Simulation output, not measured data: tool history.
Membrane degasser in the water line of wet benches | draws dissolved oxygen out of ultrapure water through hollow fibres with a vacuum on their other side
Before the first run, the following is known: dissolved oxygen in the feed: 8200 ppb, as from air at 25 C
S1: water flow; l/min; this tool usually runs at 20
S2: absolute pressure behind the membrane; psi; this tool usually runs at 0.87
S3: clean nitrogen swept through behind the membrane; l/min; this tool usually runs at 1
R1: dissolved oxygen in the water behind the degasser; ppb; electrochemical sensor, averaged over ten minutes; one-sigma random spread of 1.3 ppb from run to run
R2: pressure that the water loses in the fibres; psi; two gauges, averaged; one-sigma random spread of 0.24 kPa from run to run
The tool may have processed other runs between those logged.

| run | hour | S1 | S2 | S3 | R1 | R2 |
|---|---|---|---|---|---|---|
| 1 | 0 | 20 | 0.87 | 1 | 130.4 | 8.86 |
| 2 | 123.9 | 20 | 0.87 | 1 | 131.5 | 8.844 |
| 3 | 237.6 | 20 | 0.87 | 1 | 130.4 | 8.939 |
| 4 | 362.7 | 20 | 0.87 | 1.38 | 102.1 | 8.9 |
| 5 | 470.2 | 20 | 1.99 | 1 | 451.6 | 8.942 |
| 6 | 618.6 | 20 | 1.99 | 1 | 460.9 | 8.894 |
| 7 | 764.4 | 20 | 1.99 | 1 | 450.5 | 8.897 |
| 8 | 894.9 | 20 | 1.99 | 1 | 450.6 | 8.889 |
| 9 | 1046 | 20 | 0.87 | 1.03 | 129.3 | 8.92 |
| 10 | 1139.3 | 20 | 0.87 | 1.03 | 127.2 | 8.902 |
|  | 1216.7 | seals of the vacuum lines changed |
| 11 | 1307.2 | 20 | 0.87 | 1.03 | 130.1 | 8.971 |
| 12 | 1377.3 | 20 | 0.87 | 1 | 129.7 | 8.997 |
| 13 | 1506.9 | 20 | 0.87 | 1 | 131.4 | 9.059 |
| 14 | 1578.6 | 20 | 0.87 | 1 | 132.2 | 8.942 |
|  | 1653 | vacuum gauge calibrated |
| 15 | 1714.4 | 24 | 0.87 | 1 | 155.8 | 10.813 |
| 16 | 1784.5 | 24 | 0.87 | 1 | 156.9 | 10.83 |
| 17 | 1932.3 | 17 | 1.101 | 1.46 | 121.9 | 7.616 |
| 18 | 2087.2 | 17 | 1.101 | 1.46 | 124.1 | 7.688 |

The next listed run, before its measurement:
| 19 | 2192 | 28 | 0.972 | 0.55 | ? | ? |

Run 19 gave R1 346.6 ppb, R2 12.647 psi.
The same run, on a tool lacking any hidden state, would have yielded R1 346.6 ppb, R2 12.43 psi.

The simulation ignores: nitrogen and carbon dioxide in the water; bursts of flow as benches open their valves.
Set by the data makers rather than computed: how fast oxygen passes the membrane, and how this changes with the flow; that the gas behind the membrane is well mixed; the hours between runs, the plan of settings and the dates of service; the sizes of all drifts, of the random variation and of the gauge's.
